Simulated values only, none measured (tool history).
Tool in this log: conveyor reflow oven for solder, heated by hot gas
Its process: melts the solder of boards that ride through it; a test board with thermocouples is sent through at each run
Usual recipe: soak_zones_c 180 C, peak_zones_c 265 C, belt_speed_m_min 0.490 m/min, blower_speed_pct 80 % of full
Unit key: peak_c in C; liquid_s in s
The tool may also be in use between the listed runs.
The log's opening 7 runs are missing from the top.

run,hour,soak_zones_c,peak_zones_c,belt_speed_m_min,blower_speed_pct,hours of work since the flux was cleaned out,hours of work since the belt drive was overhauled,hours of work since the thermocouples were changed,peak_c,liquid_s
8,459.2,180,274,0.476,80,221,256,611,261.1,65.4
9,542.8,180,265,0.490,80,280,315,670,253.1,58.5
10,596.9,180,265,0.490,80,319,354,709,252.5,58.7
# hour 619.6: flux residue cleaned out of gas plates and filters
11,637.8,180,265,0.490,80,13,380,735,252.6,58.2
12,701.5,180,265,0.490,80,59,425,780,252.8,58.3
13,761.6,180,265,0.490,80,102,468,823,252.4,58.4
14,827.7,180,265,0.490,80,149,516,871,252.6,58.7
15,894.7,180,265,0.490,80,197,564,918,252.2,58.7
16,939.4,192,265,0.392,58,229,595,950,256.7,81.9
17,987.3,177,265,0.549,80,263,630,985,249.6,48.5
18,1034.2,176,254,0.581,84,297,663,1018,239.5,37.0
19,1069.8,189,265,0.490,54,322,689,1044,249.6,58.6
# hour 1087.9: flux residue cleaned out of gas plates and filters
20,1134.0,189,265,0.471,83,33,731,1086,254.5,66.6
21,1199.6,191,265,0.490,51,80,778,1133,249.2,59.1
22,1275.7,191,265,0.490,51,134,833,1187,249.2,58.9
23,1338.6,191,277,0.490,51,179,877,1232,259.0,65.4
# hour 1402.5: belt drive overhauled, speed set with a stopwatch
24,1424.1,191,266,0.490,74,238,15,1291,254.0,63.3
25,1505.2,191,266,0.490,74,296,73,1349,255.4,63.4
# hour 1562.9: flux residue cleaned out of gas plates and filters
26,1590.7,177,258,0.506,74,20,131,1406,243.8,49.3
27,1647.5,181,265,0.490,76,61,172,1447,252.6,57.9
# hour 1721.9: thermocouples of zones 6 and 7 changed
28,1725.5,185,265,0.574,52,115,226,3,243.0,41.6
29,1761.9,185,265,0.574,52,141,252,29,242.8,41.2
30,1813.5,185,265,0.579,69,178,289,65,246.9,45.9

Predict each of these 4 candidate next runs independently; none follows another, all start after run 30:
A,1869.7,185,265,0.460,52,218,329,106,?,?
B,1869.7,180,265,0.444,65,218,329,106,?,?
C,1869.7,185,265,0.579,52,218,329,106,?,?
D,1869.7,185,262,0.579,69,218,329,106,?,?

run,peak_c,liquid_s
A,250.4,61.7
B,253.3,64.2
C,243.1,41.0
D,244.1,43.7
What these runs would have given with no unlogged condition in the tool:
run,peak_c,liquid_s
A,250.4,61.7
B,253.4,64.2
C,243.1,41.0
D,244.1,43.8

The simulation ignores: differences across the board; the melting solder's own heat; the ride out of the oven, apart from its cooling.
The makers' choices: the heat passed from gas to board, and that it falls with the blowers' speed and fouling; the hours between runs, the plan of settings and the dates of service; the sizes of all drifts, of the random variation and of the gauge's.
